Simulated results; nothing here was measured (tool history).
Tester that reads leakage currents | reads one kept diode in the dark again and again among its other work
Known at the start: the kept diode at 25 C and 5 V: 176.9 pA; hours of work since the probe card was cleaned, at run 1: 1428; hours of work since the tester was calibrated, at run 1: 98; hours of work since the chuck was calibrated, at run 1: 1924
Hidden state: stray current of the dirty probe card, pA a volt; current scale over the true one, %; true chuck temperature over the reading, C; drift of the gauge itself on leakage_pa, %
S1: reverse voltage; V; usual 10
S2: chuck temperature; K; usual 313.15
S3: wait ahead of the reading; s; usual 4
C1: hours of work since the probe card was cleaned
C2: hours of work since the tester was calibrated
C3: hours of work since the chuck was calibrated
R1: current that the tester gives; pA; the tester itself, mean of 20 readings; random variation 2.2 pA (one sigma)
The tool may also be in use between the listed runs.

{"run": 1, "hour": 0.0, "S1": 10, "S2": 313.15, "S3": 4, "C1": 1428, "C2": 98, "C3": 1924, "R1": 719.22}
{"run": 2, "hour": 40.4, "S1": 10, "S2": 313.15, "S3": 0.96, "C1": 1445, "C2": 115, "C3": 1941, "R1": 718.13}
{"run": 3, "hour": 70.2, "S1": 10, "S2": 313.15, "S3": 0.96, "C1": 1458, "C2": 128, "C3": 1953, "R1": 719.89}
{"run": 4, "hour": 96.4, "S1": 10, "S2": 313.15, "S3": 0.96, "C1": 1469, "C2": 139, "C3": 1964, "R1": 717.9}
{"run": 5, "hour": 137.5, "S1": 10, "S2": 313.15, "S3": 1.04, "C1": 1486, "C2": 156, "C3": 1982, "R1": 719.8}
{"run": 6, "hour": 158.5, "S1": 10, "S2": 313.15, "S3": 1.04, "C1": 1495, "C2": 165, "C3": 1991, "R1": 723.79}
{"run": 7, "hour": 184.8, "S1": 10, "S2": 313.15, "S3": 1.04, "C1": 1506, "C2": 176, "C3": 2002, "R1": 727.2}
{"run": 8, "hour": 214.5, "S1": 10, "S2": 313.15, "S3": 1.04, "C1": 1519, "C2": 189, "C3": 2014, "R1": 719.88}
{"run": 9, "hour": 247.5, "S1": 10, "S2": 313.15, "S3": 1.04, "C1": 1533, "C2": 203, "C3": 2028, "R1": 721.66}
{"run": 10, "hour": 269.1, "S1": 10, "S2": 324.15, "S3": 4, "C1": 1542, "C2": 212, "C3": 2037, "R1": 1437.22}
{"hour": 290.5, "done": "chuck's temperature calibrated"}
{"run": 11, "hour": 305.7, "S1": 15.1, "S2": 324.15, "S3": 4, "C1": 1556, "C2": 227, "C3": 6, "R1": 1785.98}
{"run": 12, "hour": 339.1, "S1": 15.1, "S2": 324.15, "S3": 4, "C1": 1571, "C2": 241, "C3": 21, "R1": 1773.85}
{"run": 13, "hour": 360.4, "S1": 15.1, "S2": 324.15, "S3": 4, "C1": 1580, "C2": 250, "C3": 30, "R1": 1798.24}
{"run": 14, "hour": 389.1, "S1": 10, "S2": 308.15, "S3": 4, "C1": 1592, "C2": 262, "C3": 42, "R1": 514.29}
{"run": 15, "hour": 422.5, "S1": 10.4, "S2": 313.15, "S3": 4, "C1": 1606, "C2": 276, "C3": 56, "R1": 729.95}
{"run": 16, "hour": 454.1, "S1": 10.4, "S2": 333.15, "S3": 4, "C1": 1619, "C2": 289, "C3": 69, "R1": 2506}
{"run": 17, "hour": 490.6, "S1": 10.4, "S2": 333.15, "S3": 4, "C1": 1635, "C2": 305, "C3": 85, "R1": 2491.06}
{"run": 18, "hour": 519.7, "S1": 10.4, "S2": 333.15, "S3": 4, "C1": 1647, "C2": 317, "C3": 97, "R1": 2489.74}
{"run": 19, "hour": 556.5, "S1": 10, "S2": 331.15, "S3": 4, "C1": 1662, "C2": 333, "C3": 112, "R1": 2181.89}
{"run": 20, "hour": 576.4, "S1": 1.2, "S2": 308.15, "S3": 2.51, "C1": 1671, "C2": 341, "C3": 121, "R1": 166.19}
{"run": 21, "hour": 615.9, "S1": 1.2, "S2": 308.15, "S3": 2.51, "C1": 1688, "C2": 358, "C3": 137, "R1": 167.18}
{"run": 22, "hour": 641.3, "S1": 1.2, "S2": 308.15, "S3": 2.51, "C1": 1698, "C2": 368, "C3": 148, "R1": 166.57}
{"run": 23, "hour": 679.6, "S1": 1.2, "S2": 308.15, "S3": 2.51, "C1": 1714, "C2": 385, "C3": 164, "R1": 166.29}
{"run": 24, "hour": 720.9, "S1": 3.6, "S2": 331.15, "S3": 2.52, "C1": 1732, "C2": 402, "C3": 182, "R1": 1267.65}
{"run": 25, "hour": 742.3, "S1": 3.6, "S2": 331.15, "S3": 2.52, "C1": 1741, "C2": 411, "C3": 191, "R1": 1270.68}
{"run": 26, "hour": 773.4, "S1": 3.6, "S2": 295.15, "S3": 3.19, "C1": 1754, "C2": 424, "C3": 204, "R1": 119.63}
{"run": 27, "hour": 818.1, "S1": 3.6, "S2": 295.15, "S3": 3.19, "C1": 1773, "C2": 443, "C3": 223, "R1": 119.84}
{"run": 28, "hour": 862.1, "S1": 14.7, "S2": 318.15, "S3": 3.46, "C1": 1792, "C2": 462, "C3": 241, "R1": 1202.25}
{"run": 29, "hour": 896.2, "S1": 11.5, "S2": 298.15, "S3": 5.02, "C1": 1806, "C2": 476, "C3": 256, "R1": 277.87}
{"run": 30, "hour": 931.8, "S1": 2, "S2": 300.15, "S3": 3.59, "C1": 1821, "C2": 491, "C3": 271, "R1": 125.45}
{"run": 31, "hour": 970.1, "S1": 6.3, "S2": 296.15, "S3": 1.78, "C1": 1837, "C2": 507, "C3": 287, "R1": 174.25}
{"run": 32, "hour": 993.7, "S1": 6.3, "S2": 296.15, "S3": 1.78, "C1": 1847, "C2": 517, "C3": 297, "R1": 174.07}
{"run": 33, "hour": 1019.2, "S1": 6.3, "S2": 296.15, "S3": 1.78, "C1": 1858, "C2": 528, "C3": 308, "R1": 174.39}
{"run": 34, "hour": 1055.8, "S1": 6.3, "S2": 309.15, "S3": 0.43, "C1": 1873, "C2": 544, "C3": 323, "R1": 432.59}
{"run": 35, "hour": 1083.5, "S1": 7.3, "S2": 303.15, "S3": 0.43, "C1": 1885, "C2": 555, "C3": 335, "R1": 312.11}
{"run": 36, "hour": 1102.9, "S1": 2.1, "S2": 329.15, "S3": 2.96, "C1": 1893, "C2": 563, "C3": 343, "R1": 843.35}
{"run": 37, "hour": 1139.0, "S1": 2.1, "S2": 309.15, "S3": 0.94, "C1": 1908, "C2": 579, "C3": 358, "R1": 241.13}
{"run": 38, "hour": 1178.5, "S1": 2.1, "S2": 309.15, "S3": 9.74, "C1": 1925, "C2": 595, "C3": 375, "R1": 240.31}

How the hidden state differs across the entries between the runs, from the last listed run before each to the first after it:
Between runs 10 and 11: chuck's temperature calibrated (hour 290.5)
  true chuck temperature over the reading, C: 0.03 -> 0
  measured less the result without the state, R1: +2.38 -> +0.6 pA

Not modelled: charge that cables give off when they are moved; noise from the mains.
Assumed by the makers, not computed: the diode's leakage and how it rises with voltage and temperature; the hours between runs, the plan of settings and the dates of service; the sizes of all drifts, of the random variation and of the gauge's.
